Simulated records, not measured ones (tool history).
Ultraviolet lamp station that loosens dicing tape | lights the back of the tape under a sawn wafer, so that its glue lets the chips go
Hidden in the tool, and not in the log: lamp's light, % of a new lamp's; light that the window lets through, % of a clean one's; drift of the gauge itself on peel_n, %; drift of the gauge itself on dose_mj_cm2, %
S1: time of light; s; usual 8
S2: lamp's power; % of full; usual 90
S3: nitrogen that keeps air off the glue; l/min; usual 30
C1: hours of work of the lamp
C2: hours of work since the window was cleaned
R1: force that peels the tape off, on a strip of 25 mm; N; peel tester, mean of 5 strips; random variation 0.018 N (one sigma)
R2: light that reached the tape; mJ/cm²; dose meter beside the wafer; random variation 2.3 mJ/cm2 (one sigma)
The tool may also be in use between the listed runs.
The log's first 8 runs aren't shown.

run   hour  S1  S2  S3   C1   C2     R1   R2
  9   98.1   8  90  13  499  313  2.267  201
 10  106.4   8  90  13  505  320  2.247  206
 11  117.7   8  90  13  514  328  2.144  200
 12  130.7   8  90  30  523  338  1.358  200
 13  144.3   8  90  30  534  348  1.313  202
 14  159.0   8  90  30  545  359  1.315  204
 15  170.7   8  90  15  553  368  2.089  199
 16  179.5   8  61  15  560  375  3.489  141
     181.6  -- window cleaned of glue's vapour
 17  194.1  10  86  27  571    9  0.899  254
 18  206.9  12  79  36  580   19  0.574  275
 19  217.4  12  66  36  588   27  0.872  230
 20  228.6   6  88  30  597   35  2.116  154
 21  244.5   4  90  30  608   47  3.509  104
 22  260.4   8  90  14  620   59  2.091  210
 23  274.7  12  87  15  631   70  1.004  298
 24  282.1  10  78  18  637   75  1.557  222
 25  289.7  13  61  15  642   81  1.756  228
 26  300.5  13  61  15  650   89  1.757  228
 27  316.4   7  96  30  662  101  1.501  186
 28  333.7   8  90  41  675  114  1.089  200
 29  350.9   8  90  41  688  127  1.073  202
 30  359.6  14  69  32  695  134  0.676  271
 31  369.7   5  72  11  702  141  5.131  103
 32  385.4   5  72  11  714  153  5.117  103

Forecast each of these 3 alternatives for the next run:
  A  397.9   8  60  24  724  162   ?   ?
  B  397.9   5  72  17  724  162   ?   ?
  C  397.9   6  70  42  724  162   ?   ?

run     R1   R2
  A  2.821  128
  B  4.377   98
  C  2.821  114
Without the tool's hidden state the same runs would have given:
run     R1   R2
  A  2.097  160
  B  3.583  122
  C  2.064  142
